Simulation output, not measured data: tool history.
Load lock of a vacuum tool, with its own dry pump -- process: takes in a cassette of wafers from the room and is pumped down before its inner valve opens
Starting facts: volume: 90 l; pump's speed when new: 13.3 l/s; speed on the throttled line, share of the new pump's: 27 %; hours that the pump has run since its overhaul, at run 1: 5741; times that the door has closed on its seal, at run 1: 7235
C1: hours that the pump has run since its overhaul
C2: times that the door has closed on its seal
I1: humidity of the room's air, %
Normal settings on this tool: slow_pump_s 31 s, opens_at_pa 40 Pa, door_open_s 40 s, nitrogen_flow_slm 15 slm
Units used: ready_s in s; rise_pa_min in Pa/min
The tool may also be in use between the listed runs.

Run 1, hour 0: usual settings; C1 5741; C2 7235; I1 42.6. Result: ready_s 76.1 s, rise_pa_min 0.015 Pa/min.
Run 2, hour 81.5: usual settings; C1 5822; C2 7397; I1 45.1. Result: ready_s 77.4 s, rise_pa_min 0.014 Pa/min.
Run 3, hour 167.3: usual settings; C1 5908; C2 7567; I1 44.1. Result: ready_s 75.8 s, rise_pa_min 0.014 Pa/min.
Run 4, hour 245.2: usual settings but door_open_s 55 s; C1 5986; C2 7722; I1 41.9. Result: ready_s 76.5 s, rise_pa_min 0.012 Pa/min.
Run 5, hour 327.1: usual settings but nitrogen_flow_slm 31 slm; C1 6068; C2 7884; I1 44.4. Result: ready_s 76.6 s, rise_pa_min 0.013 Pa/min.
Run 6, hour 380.9: usual settings but nitrogen_flow_slm 31 slm; C1 6122; C2 7991; I1 46.9. Result: ready_s 76.2 s, rise_pa_min 0.012 Pa/min.
Run 7, hour 459.7: usual settings but nitrogen_flow_slm 31 slm; C1 6200; C2 8147; I1 48. Result: ready_s 75.6 s, rise_pa_min 0.014 Pa/min.
Run 8, hour 530.3: usual settings; C1 6271; C2 8287; I1 45.8. Result: ready_s 76 s, rise_pa_min 0.01 Pa/min.
Run 9, hour 600.9: usual settings; C1 6341; C2 8427; I1 45.6. Result: ready_s 76.6 s, rise_pa_min 0.017 Pa/min.
Run 10, hour 653: usual settings; C1 6394; C2 8531; I1 47.2. Result: ready_s 75.9 s, rise_pa_min 0.011 Pa/min.
Run 11, hour 761.5: usual settings; C1 6502; C2 8746; I1 44.8. Result: ready_s 76 s, rise_pa_min 0.013 Pa/min.
Run 12, hour 839.5: usual settings; C1 6580; C2 8901; I1 44.4. Result: ready_s 76.3 s, rise_pa_min 0.012 Pa/min.
Run 13, hour 923.5: usual settings; C1 6664; C2 9067; I1 45. Result: ready_s 76.3 s, rise_pa_min 0.015 Pa/min.
Run 14, hour 979.5: usual settings but door_open_s 219 s; C1 6720; C2 9179; I1 45.7. Result: ready_s 76.6 s, rise_pa_min 0.038 Pa/min.
Run 15, hour 1082.6: usual settings but door_open_s 219 s; C1 6823; C2 9383; I1 48.2. Result: ready_s 76.1 s, rise_pa_min 0.044 Pa/min.
Run 16, hour 1161.3: usual settings but door_open_s 219 s; C1 6902; C2 9539; I1 46.6. Result: ready_s 75.5 s, rise_pa_min 0.038 Pa/min.
Run 17, hour 1206.2: usual settings but door_open_s 219 s; C1 6947; C2 9628; I1 42.3. Result: ready_s 75.9 s, rise_pa_min 0.032 Pa/min.
Run 18, hour 1274.1: usual settings; C1 7015; C2 9763; I1 45.3. Result: ready_s 77.9 s, rise_pa_min 0.01 Pa/min.
Run 19, hour 1357.5: usual settings; C1 7098; C2 9929; I1 41.8. Result: ready_s 75.2 s, rise_pa_min 0.015 Pa/min.
Run 20, hour 1418.9: usual settings; C1 7160; C2 10050; I1 43.7. Result: ready_s 76.2 s, rise_pa_min 0.019 Pa/min.
Run 21, hour 1525: usual settings but door_open_s 150 s, nitrogen_flow_slm 9 slm; C1 7266; C2 10261; I1 44.7. Result: ready_s 75.9 s, rise_pa_min 0.036 Pa/min.
Run 22, hour 1619.8: usual settings but slow_pump_s 24 s, opens_at_pa 52 Pa, door_open_s 30 s, nitrogen_flow_slm 4 slm; C1 7360; C2 10449; I1 42.9. Result: ready_s 69 s, rise_pa_min 0.017 Pa/min.
Run 23, hour 1720.6: usual settings but door_open_s 67 s, nitrogen_flow_slm 24 slm; C1 7461; C2 10649; I1 43.2. Result: ready_s 76.6 s, rise_pa_min 0.013 Pa/min.
Run 24, hour 1827.4: usual settings but slow_pump_s 36 s, opens_at_pa 51 Pa, door_open_s 33 s, nitrogen_flow_slm 24 slm; C1 7568; C2 10861; I1 45. Result: ready_s 78 s, rise_pa_min 0.013 Pa/min.
Run 25, hour 1920.5: usual settings but door_open_s 197 s; C1 7661; C2 11045; I1 44. Result: ready_s 76.5 s, rise_pa_min 0.035 Pa/min.
Run 26, hour 1986.9: usual settings but door_open_s 197 s; C1 7728; C2 11177; I1 43. Result: ready_s 76.3 s, rise_pa_min 0.035 Pa/min.
Run 27, hour 2041.7: usual settings but slow_pump_s 60 s, door_open_s 69 s; C1 7782; C2 11286; I1 45.1. Result: ready_s 98.4 s, rise_pa_min 0.017 Pa/min.
Run 28, hour 2107.3: usual settings but slow_pump_s 18 s, door_open_s 69 s; C1 7848; C2 11416; I1 45.5. Result: ready_s 66.8 s, rise_pa_min 0.015 Pa/min.
Run 29, hour 2184.2: usual settings but slow_pump_s 35 s, opens_at_pa 64 Pa, door_open_s 69 s, nitrogen_flow_slm 8 slm; C1 7925; C2 11569; I1 46.2. Result: ready_s 75.4 s, rise_pa_min 0.028 Pa/min.
Run 30, hour 2245.9: usual settings but slow_pump_s 35 s, opens_at_pa 42 Pa, door_open_s 159 s, nitrogen_flow_slm 5 slm; C1 7987; C2 11691; I1 42.3. Result: ready_s 78 s, rise_pa_min 0.034 Pa/min.

Run 31 comes next. What will it give?
Run 31, hour 2299.1: usual settings but slow_pump_s 35 s, opens_at_pa 42 Pa, door_open_s 159 s, nitrogen_flow_slm 5 slm; C1 8040; C2 11797; I1 44.7. Result: ready_s ?, rise_pa_min ?.

Run 31 came out at ready_s 78.4 s, rise_pa_min 0.037 Pa/min.
Were there no unlogged condition in the tool, this run, its random variation unchanged, would have produced ready_s 78.3 s, rise_pa_min 0.037 Pa/min.
